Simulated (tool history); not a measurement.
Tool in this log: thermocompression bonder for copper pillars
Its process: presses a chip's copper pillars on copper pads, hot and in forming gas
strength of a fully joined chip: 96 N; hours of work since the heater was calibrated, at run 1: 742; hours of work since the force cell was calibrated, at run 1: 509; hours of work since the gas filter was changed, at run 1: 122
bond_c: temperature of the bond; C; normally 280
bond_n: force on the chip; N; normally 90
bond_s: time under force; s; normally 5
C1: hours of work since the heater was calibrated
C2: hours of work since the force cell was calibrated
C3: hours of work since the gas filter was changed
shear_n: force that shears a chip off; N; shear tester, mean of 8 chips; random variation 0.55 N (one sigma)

{"run": 1, "day": 0.0, "bond_c": 280, "bond_n": 90, "bond_s": 5, "C1": 742, "C2": 509, "C3": 122, "shear_n": 56.2}
{"run": 2, "day": 1.333, "bond_c": 280, "bond_n": 90, "bond_s": 5, "C1": 764, "C2": 531, "C3": 144, "shear_n": 56.8}
{"run": 3, "day": 2.888, "bond_c": 280, "bond_n": 90, "bond_s": 5, "C1": 790, "C2": 556, "C3": 170, "shear_n": 56.1}
{"run": 4, "day": 4.392, "bond_c": 280, "bond_n": 90, "bond_s": 5, "C1": 815, "C2": 581, "C3": 195, "shear_n": 56.1}
{"run": 5, "day": 6.154, "bond_c": 280, "bond_n": 90, "bond_s": 5, "C1": 844, "C2": 610, "C3": 224, "shear_n": 55.7}
{"day": 7.133, "done": "forming gas filter changed"}
{"run": 6, "day": 7.462, "bond_c": 280, "bond_n": 90, "bond_s": 5, "C1": 865, "C2": 631, "C3": 5, "shear_n": 58.1}
{"run": 7, "day": 9.608, "bond_c": 280, "bond_n": 90, "bond_s": 5, "C1": 900, "C2": 667, "C3": 41, "shear_n": 58.1}
{"run": 8, "day": 11.492, "bond_c": 283, "bond_n": 90, "bond_s": 5, "C1": 931, "C2": 698, "C3": 72, "shear_n": 58.1}
{"run": 9, "day": 13.138, "bond_c": 262, "bond_n": 90, "bond_s": 5, "C1": 958, "C2": 725, "C3": 99, "shear_n": 47.4}
{"run": 10, "day": 15.079, "bond_c": 262, "bond_n": 90, "bond_s": 5, "C1": 990, "C2": 757, "C3": 131, "shear_n": 46.2}
{"run": 11, "day": 16.875, "bond_c": 262, "bond_n": 90, "bond_s": 5, "C1": 1020, "C2": 786, "C3": 160, "shear_n": 46.1}
{"run": 12, "day": 18.9, "bond_c": 256, "bond_n": 90, "bond_s": 5, "C1": 1053, "C2": 820, "C3": 194, "shear_n": 42.4}
{"run": 13, "day": 20.65, "bond_c": 256, "bond_n": 90, "bond_s": 5, "C1": 1082, "C2": 848, "C3": 222, "shear_n": 42.1}
{"day": 21.738, "done": "forming gas filter changed"}
{"run": 14, "day": 22.671, "bond_c": 256, "bond_n": 90, "bond_s": 5, "C1": 1115, "C2": 881, "C3": 15, "shear_n": 44.2}
{"run": 15, "day": 24.262, "bond_c": 256, "bond_n": 90, "bond_s": 5, "C1": 1141, "C2": 907, "C3": 41, "shear_n": 43.5}
{"run": 16, "day": 26.712, "bond_c": 256, "bond_n": 90, "bond_s": 5, "C1": 1181, "C2": 948, "C3": 82, "shear_n": 43.7}
{"run": 17, "day": 29.012, "bond_c": 256, "bond_n": 90, "bond_s": 5, "C1": 1219, "C2": 986, "C3": 120, "shear_n": 43.0}
{"day": 29.242, "done": "heater calibrated with a thermocouple chip"}
{"run": 18, "day": 31.062, "bond_c": 256, "bond_n": 90, "bond_s": 5, "C1": 30, "C2": 1018, "C3": 152, "shear_n": 41.6}
{"run": 19, "day": 33.329, "bond_c": 289, "bond_n": 90, "bond_s": 5, "C1": 67, "C2": 1055, "C3": 189, "shear_n": 59.8}
{"run": 20, "day": 34.733, "bond_c": 289, "bond_n": 90, "bond_s": 5, "C1": 90, "C2": 1078, "C3": 212, "shear_n": 59.2}
{"day": 36.529, "done": "forming gas filter changed"}
{"day": 37.192, "done": "heater calibrated with a thermocouple chip, once more"}
{"run": 21, "day": 37.346, "bond_c": 289, "bond_n": 90, "bond_s": 5, "C1": 3, "C2": 1120, "C3": 12, "shear_n": 66.1}
{"run": 22, "day": 39.1, "bond_c": 301, "bond_n": 90, "bond_s": 3, "C1": 31, "C2": 1148, "C3": 41, "shear_n": 62.7}
{"run": 23, "day": 41.279, "bond_c": 301, "bond_n": 90, "bond_s": 3, "C1": 67, "C2": 1184, "C3": 77, "shear_n": 61.9}
{"run": 24, "day": 43.358, "bond_c": 257, "bond_n": 76, "bond_s": 11, "C1": 101, "C2": 1219, "C3": 111, "shear_n": 51.8}
{"run": 25, "day": 45.117, "bond_c": 257, "bond_n": 76, "bond_s": 9, "C1": 130, "C2": 1247, "C3": 140, "shear_n": 48.5}
{"run": 26, "day": 47.129, "bond_c": 254, "bond_n": 90, "bond_s": 4, "C1": 164, "C2": 1281, "C3": 173, "shear_n": 40.1}
{"run": 27, "day": 48.654, "bond_c": 273, "bond_n": 63, "bond_s": 10, "C1": 189, "C2": 1306, "C3": 198, "shear_n": 50.5}
{"run": 28, "day": 50.912, "bond_c": 273, "bond_n": 63, "bond_s": 4, "C1": 226, "C2": 1343, "C3": 235, "shear_n": 35.0}
{"day": 51.254, "done": "forming gas filter changed"}
{"run": 29, "day": 53.104, "bond_c": 273, "bond_n": 63, "bond_s": 4, "C1": 262, "C2": 1379, "C3": 30, "shear_n": 37.7}
{"run": 30, "day": 54.738, "bond_c": 273, "bond_n": 63, "bond_s": 4, "C1": 288, "C2": 1405, "C3": 57, "shear_n": 37.1}
{"run": 31, "day": 55.783, "bond_c": 252, "bond_n": 59, "bond_s": 3, "C1": 306, "C2": 1423, "C3": 75, "shear_n": 22.9}
{"run": 32, "day": 57.942, "bond_c": 280, "bond_n": 72, "bond_s": 3, "C1": 341, "C2": 1458, "C3": 110, "shear_n": 41.1}
{"run": 33, "day": 60.167, "bond_c": 296, "bond_n": 90, "bond_s": 5, "C1": 378, "C2": 1495, "C3": 147, "shear_n": 67.9}
{"run": 34, "day": 62.604, "bond_c": 304, "bond_n": 90, "bond_s": 13, "C1": 418, "C2": 1535, "C3": 187, "shear_n": 81.4}
{"day": 63.888, "done": "force cell calibrated"}
{"run": 35, "day": 65.033, "bond_c": 304, "bond_n": 90, "bond_s": 6, "C1": 457, "C2": 19, "C3": 226, "shear_n": 68.4}
{"day": 65.954, "done": "forming gas filter changed"}
{"run": 36, "day": 66.154, "bond_c": 304, "bond_n": 61, "bond_s": 3, "C1": 475, "C2": 37, "C3": 3, "shear_n": 43.7}
{"run": 37, "day": 68.029, "bond_c": 304, "bond_n": 61, "bond_s": 3, "C1": 506, "C2": 68, "C3": 34, "shear_n": 42.9}
{"run": 38, "day": 69.958, "bond_c": 298, "bond_n": 90, "bond_s": 5, "C1": 537, "C2": 100, "C3": 66, "shear_n": 65.4}
{"run": 39, "day": 71.292, "bond_c": 282, "bond_n": 90, "bond_s": 5, "C1": 559, "C2": 122, "C3": 88, "shear_n": 57.2}

Here are 4 independent what-if runs from the current tool condition. What would each one return?
{"run": "A", "day": 73.454, "bond_c": 282, "bond_n": 90, "bond_s": 11, "C1": 595, "C2": 157, "C3": 123, "shear_n": "?"}
{"run": "B", "day": 73.454, "bond_c": 258, "bond_n": 69, "bond_s": 6, "C1": 595, "C2": 157, "C3": 123, "shear_n": "?"}
{"run": "C", "day": 73.454, "bond_c": 280, "bond_n": 90, "bond_s": 5, "C1": 595, "C2": 157, "C3": 123, "shear_n": "?"}
{"run": "D", "day": 73.454, "bond_c": 296, "bond_n": 69, "bond_s": 6, "C1": 595, "C2": 157, "C3": 123, "shear_n": "?"}

run=A shear_n=70.0
run=B shear_n=35.3
run=C shear_n=55.2
run=D shear_n=55.3
The same runs, with their run-to-run variation unchanged, on a tool lacking any hidden condition would have given:
run=A shear_n=73.5
run=B shear_n=37.4
run=C shear_n=58.2
run=D shear_n=58.3
